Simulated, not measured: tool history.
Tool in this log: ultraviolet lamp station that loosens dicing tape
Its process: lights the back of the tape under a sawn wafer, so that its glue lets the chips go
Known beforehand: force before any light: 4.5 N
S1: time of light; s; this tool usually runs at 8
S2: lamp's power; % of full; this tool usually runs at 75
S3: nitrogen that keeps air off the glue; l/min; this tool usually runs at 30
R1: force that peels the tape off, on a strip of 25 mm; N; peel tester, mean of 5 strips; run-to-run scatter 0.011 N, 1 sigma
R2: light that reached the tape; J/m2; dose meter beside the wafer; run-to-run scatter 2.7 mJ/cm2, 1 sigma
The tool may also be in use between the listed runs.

Run 1, hour 0.0: usual settings. Result: R1 0.518 N, R2 3570 J/m2.
Run 2, hour 62.0: usual settings but S1 13 s. Result: R1 0.268 N, R2 5760 J/m2.
Run 3, hour 122.1: usual settings but S2 81 % of full. Result: R1 0.457 N, R2 3890 J/m2.
Run 4, hour 214.5: usual settings but S1 12 s, S2 81 % of full. Result: R1 0.254 N, R2 5820 J/m2.
Run 5, hour 258.7: usual settings but S1 12 s, S2 81 % of full. Result: R1 0.257 N, R2 5840 J/m2.
Run 6, hour 344.9: usual settings but S1 12 s, S2 81 % of full. Result: R1 0.271 N, R2 5840 J/m2.
Run 7, hour 409.3: usual settings but S1 12 s, S2 81 % of full. Result: R1 0.255 N, R2 5850 J/m2.
Run 8, hour 476.4: usual settings but S1 12 s, S2 81 % of full. Result: R1 0.268 N, R2 5840 J/m2.
At hour 495.5: lamp changed.
Run 9, hour 534.7: usual settings but S2 100 % of full. Result: R1 0.331 N, R2 4760 J/m2.
At hour 581.6: window cleaned of glue's vapour.
Run 10, hour 606.2: usual settings. Result: R1 0.509 N, R2 3590 J/m2.
Run 11, hour 673.4: usual settings but S3 51 l/min. Result: R1 0.371 N, R2 3580 J/m2.
Run 12, hour 737.8: usual settings but S2 86 % of full. Result: R1 0.412 N, R2 4120 J/m2.
Run 13, hour 803.0: usual settings but S2 95 % of full. Result: R1 0.356 N, R2 4530 J/m2.
Run 14, hour 892.1: usual settings but S2 78 % of full. Result: R1 0.489 N, R2 3730 J/m2.
Run 15, hour 985.7: usual settings but S1 15 s. Result: R1 0.240 N, R2 6760 J/m2.
Run 16, hour 1074.2: usual settings but S1 15 s. Result: R1 0.227 N, R2 6700 J/m2.
Run 17, hour 1156.7: usual settings but S3 38 l/min. Result: R1 0.447 N, R2 3610 J/m2.
At hour 1165.8: window cleaned of glue's vapour.
Run 18, hour 1207.2: usual settings but S3 38 l/min. Result: R1 0.442 N, R2 3560 J/m2.
Run 19, hour 1299.9: usual settings but S3 38 l/min. Result: R1 0.427 N, R2 3570 J/m2.
Run 20, hour 1362.1: usual settings but S2 68 % of full, S3 38 l/min. Result: R1 0.489 N, R2 3270 J/m2.
Run 21, hour 1451.1: usual settings. Result: R1 0.511 N, R2 3580 J/m2.
Run 22, hour 1516.6: usual settings but S1 15 s, S2 70 % of full, S3 9 l/min. Result: R1 0.478 N, R2 6360 J/m2.
Run 23, hour 1576.1: usual settings but S1 11 s, S2 69 % of full, S3 31 l/min. Result: R1 0.361 N, R2 4570 J/m2.
Run 24, hour 1671.6: usual settings but S2 66 % of full, S3 42 l/min. Result: R1 0.508 N, R2 3220 J/m2.
Run 25, hour 1725.9: usual settings but S1 6 s, S2 69 % of full, S3 13 l/min. Result: R1 1.436 N, R2 2470 J/m2.
At hour 1747.7: window cleaned of glue's vapour.
Run 26, hour 1809.6: usual settings but S1 15 s, S2 71 % of full, S3 12 l/min. Result: R1 0.396 N, R2 6310 J/m2.
Run 27, hour 1905.0: usual settings but S1 15 s, S2 71 % of full, S3 12 l/min. Result: R1 0.401 N, R2 6320 J/m2.
At hour 1917.2: lamp changed.
Run 28, hour 1945.3: usual settings but S1 10 s. Result: R1 0.364 N, R2 4500 J/m2.
Run 29, hour 1994.7: usual settings but S1 11 s, S2 83 % of full. Result: R1 0.268 N, R2 5500 J/m2.
Run 30, hour 2087.2: usual settings but S1 5 s, S2 83 % of full. Result: R1 0.931 N, R2 2460 J/m2.
Run 31, hour 2159.9: usual settings but S1 16 s, S2 85 % of full, S3 25 l/min. Result: R1 0.209 N, R2 8080 J/m2.
Run 32, hour 2239.6: usual settings but S1 16 s, S2 85 % of full, S3 25 l/min. Result: R1 0.205 N, R2 8130 J/m2.
Run 33, hour 2320.0: usual settings but S1 4 s, S2 85 % of full, S3 14 l/min. Result: R1 1.630 N, R2 2040 J/m2.
At hour 2331.6: window cleaned of glue's vapour.
Run 34, hour 2359.7: usual settings but S1 10 s, S2 62 % of full. Result: R1 0.466 N, R2 3700 J/m2.
Run 35, hour 2445.3: usual settings but S1 11 s, S2 62 % of full. Result: R1 0.413 N, R2 4050 J/m2.
Run 36, hour 2536.3: usual settings but S1 11 s, S2 90 % of full. Result: R1 0.260 N, R2 5890 J/m2.
Run 37, hour 2617.8: usual settings but S2 64 % of full. Result: R1 0.628 N, R2 3050 J/m2.
Run 38, hour 2657.8: usual settings but S2 64 % of full. Result: R1 0.637 N, R2 3090 J/m2.
Run 39, hour 2697.4: usual settings but S2 64 % of full. Result: R1 0.668 N, R2 3060 J/m2.
Run 40, hour 2740.1: usual settings but S2 79 % of full, S3 59 l/min. Result: R1 0.328 N, R2 3860 J/m2.
Run 41, hour 2834.1: usual settings but S2 79 % of full, S3 59 l/min. Result: R1 0.322 N, R2 3850 J/m2.
Run 42, hour 2891.1: usual settings but S1 10 s, S2 65 % of full, S3 45 l/min. Result: R1 0.371 N, R2 3900 J/m2.

Below are 3 alternative next runs, each starting from the tool's condition after run 42. Predict each:
At hour 2916.5: window cleaned of glue's vapour.
Run A, hour 2959.7: usual settings but S1 7 s, S3 36 l/min. Result: R1 ?, R2 ?.
At hour 2916.5: window cleaned of glue's vapour.
Run B, hour 2959.7: usual settings but S1 5 s, S2 95 % of full, S3 20 l/min. Result: R1 ?, R2 ?.
At hour 2916.5: window cleaned of glue's vapour.
Run C, hour 2959.7: usual settings but S1 13 s, S2 65 % of full, S3 45 l/min. Result: R1 ?, R2 ?.

run     R1    R2
  A  0.546  3120
  B  0.938  2840
  C  0.252  5060
The same runs, with their run-to-run variation unchanged, on a tool lacking any hidden condition would have given:
run     R1    R2
  A  0.544  3130
  B  0.936  2840
  C  0.252  5070

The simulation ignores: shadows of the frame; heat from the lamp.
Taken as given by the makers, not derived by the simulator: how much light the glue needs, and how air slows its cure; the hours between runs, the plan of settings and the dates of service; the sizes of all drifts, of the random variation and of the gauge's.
